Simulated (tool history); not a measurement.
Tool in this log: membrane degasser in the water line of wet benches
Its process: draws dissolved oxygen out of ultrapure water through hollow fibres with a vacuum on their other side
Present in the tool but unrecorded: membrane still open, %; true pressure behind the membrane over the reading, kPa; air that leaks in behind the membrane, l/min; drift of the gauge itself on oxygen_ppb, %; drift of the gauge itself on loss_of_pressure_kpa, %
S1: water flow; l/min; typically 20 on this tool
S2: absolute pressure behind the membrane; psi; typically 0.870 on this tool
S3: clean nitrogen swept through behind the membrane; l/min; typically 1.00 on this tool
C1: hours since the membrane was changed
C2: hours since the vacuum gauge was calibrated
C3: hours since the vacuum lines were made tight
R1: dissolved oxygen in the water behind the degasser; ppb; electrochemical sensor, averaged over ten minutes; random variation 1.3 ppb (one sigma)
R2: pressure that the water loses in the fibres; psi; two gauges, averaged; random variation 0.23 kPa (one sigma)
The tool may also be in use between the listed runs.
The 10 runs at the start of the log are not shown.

| run | day | S1 | S2 | S3 | C1 | C2 | C3 | R1 | R2 |
|---|---|---|---|---|---|---|---|---|---|
| 11 | 21.392 | 20 | 0.870 | 1.00 | 1362 | 5079 | 6002 | 126.0 | 8.681 |
| 12 | 24.071 | 20 | 0.870 | 1.00 | 1426 | 5143 | 6066 | 125.5 | 8.707 |
| 13 | 25.746 | 20 | 0.599 | 1.00 | 1466 | 5183 | 6106 | 43.2 | 8.696 |
| 14 | 26.896 | 20 | 0.599 | 1.00 | 1494 | 5211 | 6134 | 43.6 | 8.707 |
| 15 | 29.158 | 20 | 0.934 | 1.00 | 1548 | 5265 | 6188 | 145.3 | 8.691 |
| 16 | 31.925 | 20 | 0.934 | 1.00 | 1615 | 5331 | 6254 | 145.6 | 8.694 |
| 17 | 33.708 | 20 | 0.934 | 1.00 | 1658 | 5374 | 6297 | 143.9 | 8.723 |
| 18 | 35.104 | 16 | 1.273 | 1.00 | 1691 | 5408 | 6331 | 198.0 | 6.973 |
| 19 | 37.579 | 15 | 0.677 | 0.71 | 1751 | 5467 | 6390 | 69.9 | 6.546 |
| 20 | 38.862 | 15 | 0.870 | 1.00 | 1781 | 5498 | 6421 | 96.4 | 6.511 |
| 21 | 41.017 | 15 | 0.870 | 1.00 | 1833 | 5550 | 6473 | 96.6 | 6.525 |
| 22 | 42.996 | 20 | 1.690 | 1.59 | 1881 | 5597 | 6520 | 244.9 | 8.708 |
| 23 | 45.088 | 20 | 1.214 | 0.89 | 1931 | 5647 | 6570 | 249.9 | 8.670 |
| 24 | 46.912 | 20 | 1.130 | 2.93 | 1975 | 5691 | 6614 | 77.3 | 8.666 |
| 25 | 48.967 | 29 | 1.424 | 1.39 | 2024 | 5740 | 6663 | 314.5 | 12.599 |
| 26 | 51.162 | 24 | 0.745 | 1.74 | 2076 | 5793 | 6716 | 66.6 | 10.344 |
| 27 | 52.346 | 24 | 0.745 | 1.74 | 2105 | 5822 | 6744 | 67.5 | 10.441 |
| 28 | 54.171 | 20 | 0.627 | 1.00 | 2149 | 5865 | 6788 | 51.2 | 8.704 |
| 29 | 56.362 | 30 | 1.854 | 1.00 | 2201 | 5918 | 6841 | 590.1 | 13.064 |
| 30 | 58.754 | 20 | 1.842 | 2.08 | 2259 | 5975 | 6898 | 214.3 | 8.714 |
| 31 | 60.783 | 22 | 0.564 | 1.00 | 2307 | 6024 | 6947 | 38.5 | 9.571 |
| 32 | 62.017 | 29 | 0.760 | 0.55 | 2337 | 6054 | 6977 | 218.6 | 12.617 |
|  | 63.925 | seals of the vacuum lines changed |
| 33 | 64.600 | 29 | 0.760 | 0.55 | 2397 | 6114 | 16 | 212.8 | 12.659 |

Consider 3 possible next runs. They are alternatives, not a sequence: every one starts from the tool as it was left by run 33. What does each give?
| A | 66.196 | 29 | 0.760 | 0.79 | 2435 | 6152 | 54 | ? | ? |
| B | 66.196 | 28 | 1.693 | 2.86 | 2435 | 6152 | 54 | ? | ? |
| C | 66.196 | 25 | 1.057 | 1.02 | 2435 | 6152 | 54 | ? | ? |

| run | R1 | R2 |
|---|---|---|
| A | 170.7 | 12.588 |
| B | 205.4 | 12.202 |
| C | 220.5 | 10.865 |
Take away the tool's hidden state, keep each run's random variation, and the runs would have read:
| run | R1 | R2 |
|---|---|---|
| A | 170.5 | 12.586 |
| B | 205.3 | 12.201 |
| C | 220.4 | 10.865 |
